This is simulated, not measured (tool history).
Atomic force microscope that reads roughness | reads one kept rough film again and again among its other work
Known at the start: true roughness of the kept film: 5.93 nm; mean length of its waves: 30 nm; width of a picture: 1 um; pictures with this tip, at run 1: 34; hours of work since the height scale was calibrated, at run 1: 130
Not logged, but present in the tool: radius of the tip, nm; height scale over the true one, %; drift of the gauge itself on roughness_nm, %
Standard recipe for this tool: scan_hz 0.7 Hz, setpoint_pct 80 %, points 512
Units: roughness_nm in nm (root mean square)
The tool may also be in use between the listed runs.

run,hour,scan_hz,setpoint_pct,points,pictures with this tip,hours of work since the height scale was calibrated,roughness_nm
1,0,0.7,80,512,34,130,4.468
2,14.9,0.7,80,512,58,138,4.382
3,34.9,0.7,80,512,92,149,4.236
4,48.6,0.805,80,512,114,157,4.118
5,61,0.805,80,512,135,164,4.006
6,74.3,0.805,80,512,157,171,3.929
7,87.2,0.7,75,512,178,178,3.935
8,101.9,0.7,75,512,203,186,3.828
9,120.1,0.7,80,785,233,196,3.707
# hour 134.5: new tip fitted
10,135.6,0.7,80,785,2,204,4.667
11,152.8,0.7,80,785,30,214,4.511
12,166.2,0.7,80,785,52,221,4.433
13,185.6,0.7,63,785,85,231,4.409
14,196.2,0.7,63,785,102,237,4.323
15,213.1,0.7,63,785,130,247,4.175
16,229.1,0.7,63,785,157,255,4.105
17,237.5,0.7,80,512,171,260,3.897
# hour 240.1: height scale calibrated on a step standard
18,257.6,0.7,80,512,202,10,3.721
19,266.1,0.7,80,512,216,14,3.71

The next listed run, before its measurement:
# hour 274.3: height scale calibrated on a step standard, once more
20,278.9,0.75,82,512,236,3,?

Run 20 measured roughness_nm 3.626 nm (root mean square).
With no hidden state in the tool, this same run would have given roughness_nm 4.71 nm (root mean square).
